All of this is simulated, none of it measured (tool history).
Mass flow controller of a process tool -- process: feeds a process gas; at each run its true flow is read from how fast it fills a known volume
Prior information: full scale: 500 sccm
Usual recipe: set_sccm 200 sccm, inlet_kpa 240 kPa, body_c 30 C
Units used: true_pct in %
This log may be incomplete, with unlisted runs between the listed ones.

run,hour,set_sccm,inlet_kpa,body_c,true_pct
1,0.0,200,240,30,99.62
2,117.4,200,240,30,99.75
3,312.2,200,240,30,99.67
4,426.6,200,240,30,99.63
5,524.6,200,240,30,99.67
6,699.2,200,240,30,99.59
7,853.7,200,240,30,99.41
8,943.8,200,240,30,99.46
9,1040.9,200,240,35,99.87
10,1160.3,200,240,35,99.79
11,1336.7,200,240,23,98.87
12,1461.3,200,240,23,98.97
13,1584.0,200,240,30,99.23
14,1772.3,200,240,30,99.22
15,1967.3,149,240,30,98.96
16,2088.1,58,202,30,98.67
17,2193.6,202,275,24,98.77
18,2347.2,202,275,24,98.88
19,2447.1,80,275,30,98.99
20,2588.9,200,160,20,97.93
21,2780.8,388,160,20,98.31
22,2875.7,64,240,38,100.06
23,3028.3,76,197,28,99.01
24,3236.7,62,183,23,98.55
25,3371.3,62,183,23,98.57
26,3491.3,212,183,23,98.71
27,3662.4,195,227,30,99.44

Between the runs listed above, the log contained 2 entries, not reproduced here. Where in the sequence does each belong, and how does what the log doesn't record of the tool's condition differ from the listed run before to the listed run after?
Between runs 10 and 11: controller exchanged for a calibrated one (hour 1204.4)
  flow at rest that the sensor doesn't see, % of full scale: -0.001 -> 0; true flow over the shown one, %: -0.03 -> 0; drift of the gauge itself on true_pct, %: -0.37 -> -0.42
  measured minus no-state result, true_pct: -0.40 -> -0.42 %
Between runs 21 and 22: gauge calibrated (hour 2854.8)
  drift of the gauge itself on true_pct, %: -0.88 -> -0.01
  measured minus no-state result, true_pct: -0.89 -> -0.02 %

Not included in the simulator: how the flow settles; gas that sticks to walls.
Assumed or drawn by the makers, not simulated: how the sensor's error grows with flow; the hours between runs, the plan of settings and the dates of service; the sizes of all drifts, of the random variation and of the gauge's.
